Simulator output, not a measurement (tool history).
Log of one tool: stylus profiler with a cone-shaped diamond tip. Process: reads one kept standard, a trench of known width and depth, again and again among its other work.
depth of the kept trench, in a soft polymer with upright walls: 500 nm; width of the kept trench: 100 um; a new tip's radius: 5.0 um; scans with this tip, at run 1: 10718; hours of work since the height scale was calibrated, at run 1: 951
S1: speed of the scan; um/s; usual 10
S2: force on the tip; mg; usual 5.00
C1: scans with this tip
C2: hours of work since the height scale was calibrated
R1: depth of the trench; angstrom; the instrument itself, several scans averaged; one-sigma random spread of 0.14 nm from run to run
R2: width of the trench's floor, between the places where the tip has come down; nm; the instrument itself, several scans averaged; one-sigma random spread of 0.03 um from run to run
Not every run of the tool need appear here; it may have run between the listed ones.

| run | hour | S1 | S2 | C1 | C2 | R1 | R2 |
|---|---|---|---|---|---|---|---|
| 1 | 0.0 | 10 | 5.00 | 10718 | 951 | 5095.8 | 94870 |
|  | 32.9 | height scale calibrated on a step standard |
| 2 | 56.1 | 4 | 5.00 | 11144 | 16 | 5104.7 | 94860 |
| 3 | 94.4 | 4 | 5.00 | 11437 | 42 | 5105.3 | 94860 |
| 4 | 153.9 | 15 | 5.00 | 11893 | 82 | 5103.3 | 94780 |
| 5 | 205.4 | 10 | 5.00 | 12287 | 117 | 5106.2 | 94850 |
| 6 | 269.0 | 3 | 5.00 | 12775 | 161 | 5107.8 | 94810 |
|  | 294.7 | height scale calibrated on a step standard, once more |
| 7 | 301.8 | 6 | 5.00 | 13022 | 5 | 5076.3 | 94750 |
| 8 | 332.9 | 6 | 5.00 | 13260 | 26 | 5075.7 | 94740 |
| 9 | 383.7 | 10 | 5.00 | 13650 | 61 | 5075.0 | 94650 |
| 10 | 425.8 | 10 | 3.43 | 13972 | 89 | 5061.1 | 94650 |
| 11 | 486.4 | 10 | 9.12 | 14436 | 130 | 5113.6 | 94670 |
| 12 | 540.9 | 10 | 9.12 | 14853 | 167 | 5114.0 | 94700 |
| 13 | 574.1 | 10 | 5.00 | 15108 | 190 | 5077.3 | 94620 |
| 14 | 618.3 | 19 | 4.24 | 15446 | 220 | 5069.4 | 94580 |
| 15 | 657.9 | 10 | 7.21 | 15750 | 247 | 5101.6 | 94570 |
| 16 | 717.7 | 2 | 5.00 | 16208 | 288 | 5080.1 | 94590 |
| 17 | 770.0 | 26 | 8.61 | 16609 | 323 | 5113.6 | 94550 |
| 18 | 820.3 | 28 | 4.37 | 16994 | 357 | 5077.0 | 94530 |
| 19 | 856.7 | 5 | 10.14 | 17273 | 382 | 5126.4 | 94550 |
| 20 | 907.8 | 3 | 12.14 | 17664 | 417 | 5142.5 | 94490 |
| 21 | 949.0 | 10 | 3.17 | 17980 | 445 | 5066.0 | 94460 |
| 22 | 984.6 | 10 | 3.17 | 18253 | 469 | 5065.3 | 94500 |
| 23 | 1045.9 | 4 | 8.53 | 18722 | 511 | 5118.1 | 94470 |
| 24 | 1083.6 | 4 | 8.53 | 19011 | 536 | 5117.2 | 94410 |
| 25 | 1147.6 | 4 | 8.53 | 19501 | 580 | 5118.9 | 94410 |
| 26 | 1183.9 | 13 | 5.60 | 19779 | 605 | 5095.1 | 94360 |

Branching from run 26: 5 alternative next runs. What would each branch give?
| A | 1231.7 | 20 | 9.46 | 20146 | 637 | ? | ? |
| B | 1231.7 | 10 | 2.78 | 20146 | 637 | ? | ? |
| C | 1231.7 | 12 | 4.20 | 20146 | 637 | ? | ? |
| D | 1231.7 | 10 | 5.60 | 20146 | 637 | ? | ? |
| E | 1231.7 | 28 | 3.90 | 20146 | 637 | ? | ? |

| run | R1 | R2 |
|---|---|---|
| A | 5126.3 | 94340 |
| B | 5063.9 | 94310 |
| C | 5080.3 | 94360 |
| D | 5093.1 | 94400 |
| E | 5075.4 | 94330 |
Without the tool's hidden state the same runs would have given:
| run | R1 | R2 |
|---|---|---|
| A | 5112.8 | 95600 |
| B | 5050.6 | 95580 |
| C | 5067.0 | 95620 |
| D | 5079.7 | 95670 |
| E | 5062.0 | 95590 |
